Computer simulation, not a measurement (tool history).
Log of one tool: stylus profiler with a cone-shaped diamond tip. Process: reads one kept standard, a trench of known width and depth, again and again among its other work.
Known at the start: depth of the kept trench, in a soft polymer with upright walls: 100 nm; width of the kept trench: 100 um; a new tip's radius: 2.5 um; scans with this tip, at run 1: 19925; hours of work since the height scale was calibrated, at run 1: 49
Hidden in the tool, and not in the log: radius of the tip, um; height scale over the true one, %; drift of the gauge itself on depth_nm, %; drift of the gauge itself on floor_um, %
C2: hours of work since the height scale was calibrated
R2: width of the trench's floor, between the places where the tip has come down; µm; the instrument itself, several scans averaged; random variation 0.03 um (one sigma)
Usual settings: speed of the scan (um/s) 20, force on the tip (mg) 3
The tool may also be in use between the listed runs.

{"run": 1, "day": 0.0, "speed of the scan (um/s)": 20, "force on the tip (mg)": 3, "scans with this tip": 19925, "C2": 49, "depth of the trench (Å)": 1011.9, "R2": 97.5}
{"day": 1.562, "done": "new tip fitted, height scale calibrated"}
{"run": 2, "day": 3.088, "speed of the scan (um/s)": 20, "force on the tip (mg)": 2.23, "scans with this tip": 190, "C2": 21, "depth of the trench (Å)": 1011.7, "R2": 98.47}
{"run": 3, "day": 7.504, "speed of the scan (um/s)": 20, "force on the tip (mg)": 2.23, "scans with this tip": 740, "C2": 81, "depth of the trench (Å)": 1011.2, "R2": 98.41}
{"run": 4, "day": 10.204, "speed of the scan (um/s)": 20, "force on the tip (mg)": 3, "scans with this tip": 1076, "C2": 117, "depth of the trench (Å)": 1013.2, "R2": 98.47}
{"run": 5, "day": 12.529, "speed of the scan (um/s)": 20, "force on the tip (mg)": 2.16, "scans with this tip": 1365, "C2": 149, "depth of the trench (Å)": 1012.7, "R2": 98.38}
{"run": 6, "day": 15.154, "speed of the scan (um/s)": 31, "force on the tip (mg)": 3, "scans with this tip": 1692, "C2": 185, "depth of the trench (Å)": 1015.5, "R2": 98.36}
{"run": 7, "day": 19.458, "speed of the scan (um/s)": 31, "force on the tip (mg)": 3, "scans with this tip": 2228, "C2": 243, "depth of the trench (Å)": 1017, "R2": 98.29}
{"run": 8, "day": 22.033, "speed of the scan (um/s)": 31, "force on the tip (mg)": 3, "scans with this tip": 2549, "C2": 278, "depth of the trench (Å)": 1015, "R2": 98.26}
{"run": 9, "day": 26.088, "speed of the scan (um/s)": 31, "force on the tip (mg)": 3, "scans with this tip": 3054, "C2": 333, "depth of the trench (Å)": 1014.7, "R2": 98.24}
{"run": 10, "day": 30.533, "speed of the scan (um/s)": 20, "force on the tip (mg)": 3, "scans with this tip": 3607, "C2": 394, "depth of the trench (Å)": 1016.5, "R2": 98.27}
{"run": 11, "day": 35.096, "speed of the scan (um/s)": 20, "force on the tip (mg)": 4.09, "scans with this tip": 4176, "C2": 456, "depth of the trench (Å)": 1018, "R2": 98.27}
{"run": 12, "day": 38.771, "speed of the scan (um/s)": 20, "force on the tip (mg)": 1.2, "scans with this tip": 4633, "C2": 506, "depth of the trench (Å)": 1010.8, "R2": 98.13}
{"run": 13, "day": 42.571, "speed of the scan (um/s)": 21, "force on the tip (mg)": 3, "scans with this tip": 5106, "C2": 557, "depth of the trench (Å)": 1016.9, "R2": 98.2}
{"run": 14, "day": 45.283, "speed of the scan (um/s)": 20, "force on the tip (mg)": 3, "scans with this tip": 5444, "C2": 594, "depth of the trench (Å)": 1016.8, "R2": 98.21}
{"run": 15, "day": 48.417, "speed of the scan (um/s)": 18, "force on the tip (mg)": 3, "scans with this tip": 5834, "C2": 637, "depth of the trench (Å)": 1016.7, "R2": 98.15}
{"run": 16, "day": 50.408, "speed of the scan (um/s)": 18, "force on the tip (mg)": 3, "scans with this tip": 6083, "C2": 664, "depth of the trench (Å)": 1016.9, "R2": 98.1}
{"run": 17, "day": 53.846, "speed of the scan (um/s)": 18, "force on the tip (mg)": 3, "scans with this tip": 6511, "C2": 711, "depth of the trench (Å)": 1016.9, "R2": 98.15}
{"run": 18, "day": 56.962, "speed of the scan (um/s)": 18, "force on the tip (mg)": 3, "scans with this tip": 6898, "C2": 753, "depth of the trench (Å)": 1016.9, "R2": 98.14}
{"run": 19, "day": 60.0, "speed of the scan (um/s)": 20, "force on the tip (mg)": 3, "scans with this tip": 7277, "C2": 794, "depth of the trench (Å)": 1016.6, "R2": 98.1}
{"run": 20, "day": 64.096, "speed of the scan (um/s)": 20, "force on the tip (mg)": 3, "scans with this tip": 7787, "C2": 850, "depth of the trench (Å)": 1017.5, "R2": 98.01}
{"run": 21, "day": 65.979, "speed of the scan (um/s)": 20, "force on the tip (mg)": 3, "scans with this tip": 8021, "C2": 875, "depth of the trench (Å)": 1018.4, "R2": 98.04}
{"run": 22, "day": 69.4, "speed of the scan (um/s)": 42, "force on the tip (mg)": 3, "scans with this tip": 8447, "C2": 922, "depth of the trench (Å)": 1018.4, "R2": 97.9}
{"run": 23, "day": 73.05, "speed of the scan (um/s)": 20, "force on the tip (mg)": 4.28, "scans with this tip": 8902, "C2": 971, "depth of the trench (Å)": 1023.1, "R2": 98.01}
{"run": 24, "day": 77.342, "speed of the scan (um/s)": 20, "force on the tip (mg)": 4.28, "scans with this tip": 9436, "C2": 1030, "depth of the trench (Å)": 1022, "R2": 97.97}

The next listed run, before its measurement:
{"run": 25, "day": 81.142, "speed of the scan (um/s)": 67, "force on the tip (mg)": 6, "scans with this tip": 9909, "C2": 1081, "depth of the trench (Å)": "?", "R2": "?"}

{"run 25": {"depth of the trench (Å)": 1026, "R2": 97.78}}
Without the tool's hidden state the same run would have given depth of the trench (Å) 1020.2, R2 98.33 µm.
